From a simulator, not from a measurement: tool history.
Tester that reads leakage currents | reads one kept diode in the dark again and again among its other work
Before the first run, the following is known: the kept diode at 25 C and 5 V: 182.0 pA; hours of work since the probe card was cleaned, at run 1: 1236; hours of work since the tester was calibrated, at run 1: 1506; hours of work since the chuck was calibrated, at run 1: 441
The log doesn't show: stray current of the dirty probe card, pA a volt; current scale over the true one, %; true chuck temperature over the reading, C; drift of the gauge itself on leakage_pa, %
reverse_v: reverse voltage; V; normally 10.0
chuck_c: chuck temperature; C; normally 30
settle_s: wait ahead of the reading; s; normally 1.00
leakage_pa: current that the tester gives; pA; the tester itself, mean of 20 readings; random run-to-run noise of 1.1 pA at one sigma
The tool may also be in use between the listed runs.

| run | hour | reverse_v | chuck_c | settle_s | hours of work since the probe card was cleaned | hours of work since the tester was calibrated | hours of work since the chuck was calibrated | leakage_pa |
|---|---|---|---|---|---|---|---|---|
| 1 | 0.0 | 10.0 | 30 | 1.00 | 1236 | 1506 | 441 | 418.20 |
| 2 | 38.8 | 10.0 | 30 | 1.00 | 1261 | 1530 | 465 | 416.67 |
| 3 | 101.1 | 10.0 | 30 | 1.00 | 1299 | 1569 | 503 | 423.51 |
|  | 114.1 | chuck's temperature calibrated |
| 4 | 171.7 | 10.0 | 30 | 7.37 | 1342 | 1611 | 36 | 371.32 |
| 5 | 243.8 | 10.0 | 30 | 7.37 | 1386 | 1656 | 80 | 375.47 |
| 6 | 304.3 | 10.0 | 30 | 1.00 | 1424 | 1693 | 118 | 377.69 |
| 7 | 372.2 | 10.0 | 30 | 1.00 | 1466 | 1735 | 160 | 383.82 |
| 8 | 440.3 | 10.0 | 30 | 1.00 | 1508 | 1778 | 202 | 388.53 |
| 9 | 484.0 | 10.0 | 30 | 1.00 | 1535 | 1805 | 229 | 390.86 |
| 10 | 530.4 | 10.0 | 41 | 1.00 | 1564 | 1833 | 258 | 807.41 |
| 11 | 599.1 | 10.0 | 30 | 1.00 | 1606 | 1876 | 301 | 399.24 |
| 12 | 649.7 | 12.9 | 25 | 2.95 | 1638 | 1907 | 332 | 322.64 |
| 13 | 726.3 | 8.6 | 52 | 9.08 | 1685 | 1955 | 379 | 1520.58 |

The next listed run, before its measurement:
| 14 | 770.0 | 7.5 | 59 | 1.17 | 1712 | 1982 | 406 | ? |

Run 14 gave leakage_pa 2152.85 pA.
With the hidden condition absent and the run-to-run variation left alone, this run would have shown leakage_pa 2023.57 pA.
